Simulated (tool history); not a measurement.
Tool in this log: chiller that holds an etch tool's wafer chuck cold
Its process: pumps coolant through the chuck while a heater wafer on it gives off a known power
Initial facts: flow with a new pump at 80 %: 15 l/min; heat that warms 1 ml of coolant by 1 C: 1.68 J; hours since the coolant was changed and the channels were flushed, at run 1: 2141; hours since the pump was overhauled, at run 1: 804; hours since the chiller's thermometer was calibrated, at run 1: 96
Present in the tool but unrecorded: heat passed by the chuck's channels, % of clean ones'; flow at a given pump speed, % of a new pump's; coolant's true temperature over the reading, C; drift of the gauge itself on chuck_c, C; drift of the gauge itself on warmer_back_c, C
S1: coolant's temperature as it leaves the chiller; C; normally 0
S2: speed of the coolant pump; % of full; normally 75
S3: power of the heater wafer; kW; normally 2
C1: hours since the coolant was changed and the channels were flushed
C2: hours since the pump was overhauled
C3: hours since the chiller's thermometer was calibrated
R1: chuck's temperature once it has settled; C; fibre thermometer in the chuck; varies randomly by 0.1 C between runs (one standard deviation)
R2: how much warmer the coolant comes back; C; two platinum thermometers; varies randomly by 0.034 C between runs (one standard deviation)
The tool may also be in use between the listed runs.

run 1 hour=0 | S1=0 S2=75 S3=2 | C1=2141 C2=804 C3=96 | R1=20.9 R2=5.05
run 2 hour=27.2 | S1=0 S2=75 S3=2 | C1=2168 C2=831 C3=123 | R1=20.7 R2=5.07
run 3 hour=61.3 | S1=0 S2=75 S3=2 | C1=2202 C2=865 C3=157 | R1=20.6 R2=5.11
run 4 hour=88.1 | S1=0 S2=75 S3=2 | C1=2229 C2=892 C3=184 | R1=20.5 R2=5.13
run 5 hour=131.4 | S1=0 S2=75 S3=2 | C1=2272 C2=935 C3=227 | R1=20.4 R2=5.13
run 6 hour=187.7 | S1=0 S2=75 S3=2 | C1=2329 C2=992 C3=284 | R1=20.7 R2=5.13
run 7 hour=243.1 | S1=0 S2=75 S3=2 | C1=2384 C2=1047 C3=339 | R1=20.6 R2=5.15
run 8 hour=283.3 | S1=0 S2=95 S3=2 | C1=2424 C2=1087 C3=379 | R1=16.6 R2=4.04
run 9 hour=331.5 | S1=0 S2=95 S3=2 | C1=2472 C2=1135 C3=427 | R1=16.6 R2=4.11
run 10 hour=375.4 | S1=0 S2=95 S3=2 | C1=2516 C2=1179 C3=471 | R1=16.6 R2=4.12
run 11 hour=417.1 | S1=0 S2=95 S3=2 | C1=2558 C2=1221 C3=513 | R1=16.6 R2=4.04
run 12 hour=446.8 | S1=9 S2=75 S3=2 | C1=2588 C2=1251 C3=543 | R1=29.5 R2=5.29
run 13 hour=493.8 | S1=0 S2=75 S3=2 | C1=2635 C2=1298 C3=590 | R1=20.4 R2=5.2
run 14 hour=545.7 | S1=0 S2=84 S3=2 | C1=2687 C2=1350 C3=642 | R1=18.3 R2=4.72
run 15 hour=603.1 | S1=0 S2=84 S3=2 | C1=2744 C2=1407 C3=699 | R1=18.9 R2=4.73
run 16 hour=632.4 | S1=0 S2=84 S3=2 | C1=2773 C2=1436 C3=728 | R1=18.6 R2=4.63
run 17 hour=687 | S1=0 S2=97 S3=1.195 | C1=2828 C2=1491 C3=783 | R1=9.7 R2=2.54
run 18 hour=742.2 | S1=0 S2=97 S3=1.195 | C1=2883 C2=1546 C3=838 | R1=9.8 R2=2.47
run 19 hour=792 | S1=0 S2=68 S3=1.099 | C1=2933 C2=1596 C3=888 | R1=12.4 R2=3.35
run 20 hour=838.1 | S1=6 S2=67 S3=1.364 | C1=2979 C2=1642 C3=934 | R1=21.6 R2=4.12
run 21 hour=896.1 | S1=-2 S2=75 S3=1.554 | C1=3037 C2=1700 C3=992 | R1=13.9 R2=4.23
run 22 hour=945.2 | S1=-2 S2=75 S3=1.554 | C1=3086 C2=1749 C3=1041 | R1=14 R2=4.23
-- hour=981.6 gauge calibrated
-- hour=995.1 coolant changed, channels flushed
run 23 hour=995.1 | S1=0 S2=89 S3=2.375 | C1=0 C2=1793 C3=1085 | R1=20.9 R2=5.05
run 24 hour=1019 | S1=0 S2=89 S3=2.375 | C1=24 C2=1817 C3=1109 | R1=20.6 R2=5.07
run 25 hour=1074.1 | S1=8 S2=75 S3=2.643 | C1=79 C2=1872 C3=1164 | R1=35.1 R2=6.77
run 26 hour=1105.7 | S1=8 S2=75 S3=2.643 | C1=111 C2=1904 C3=1196 | R1=35.2 R2=6.77
run 27 hour=1153.4 | S1=8 S2=75 S3=2.643 | C1=158 C2=1951 C3=1243 | R1=35.2 R2=6.81
run 28 hour=1212.1 | S1=6 S2=83 S3=1.261 | C1=217 C2=2010 C3=1302 | R1=17.8 R2=3.03
run 29 hour=1269.1 | S1=6 S2=83 S3=1.261 | C1=274 C2=2067 C3=1359 | R1=17.7 R2=2.99
run 30 hour=1298 | S1=3 S2=62 S3=1.311 | C1=303 C2=2096 C3=1388 | R1=19.2 R2=4.17
run 31 hour=1326.3 | S1=5 S2=63 S3=2.398 | C1=331 C2=2124 C3=1416 | R1=34.1 R2=7.43
run 32 hour=1361 | S1=6 S2=81 S3=1.21 | C1=366 C2=2159 C3=1451 | R1=17.5 R2=2.94

Measured result minus the same run's result without the hidden state. Both carry the same run-to-run variation, though not necessarily the same gauge scatter:
run=1 R2=+0
run=2 R2=+0.01
run=3 R2=+0.02
run=4 R2=+0.03
run=5 R2=+0.04
run=6 R2=+0.06
run=7 R2=+0.07
run=8 R2=+0.08
run=9 R2=+0.1
run=10 R2=+0.11
run=11 R2=+0.12
run=12 R2=+0.14
run=13 R2=+0.14
run=14 R2=+0.17
run=15 R2=+0.18
run=16 R2=+0.19
run=17 R2=+0.2
run=18 R2=+0.22
run=19 R2=+0.23
run=20 R2=+0.25
run=21 R2=+0.27
run=22 R2=+0.28
run=23 R2=+0
run=24 R2=+0.01
run=25 R2=+0.03
run=26 R2=+0.04
run=27 R2=+0.05
run=28 R2=+0.07
run=29 R2=+0.09
run=30 R2=+0.09
run=31 R2=+0.11
run=32 R2=+0.12
For R1, the value without the hidden state is never more than 0.1 C from the measured value.

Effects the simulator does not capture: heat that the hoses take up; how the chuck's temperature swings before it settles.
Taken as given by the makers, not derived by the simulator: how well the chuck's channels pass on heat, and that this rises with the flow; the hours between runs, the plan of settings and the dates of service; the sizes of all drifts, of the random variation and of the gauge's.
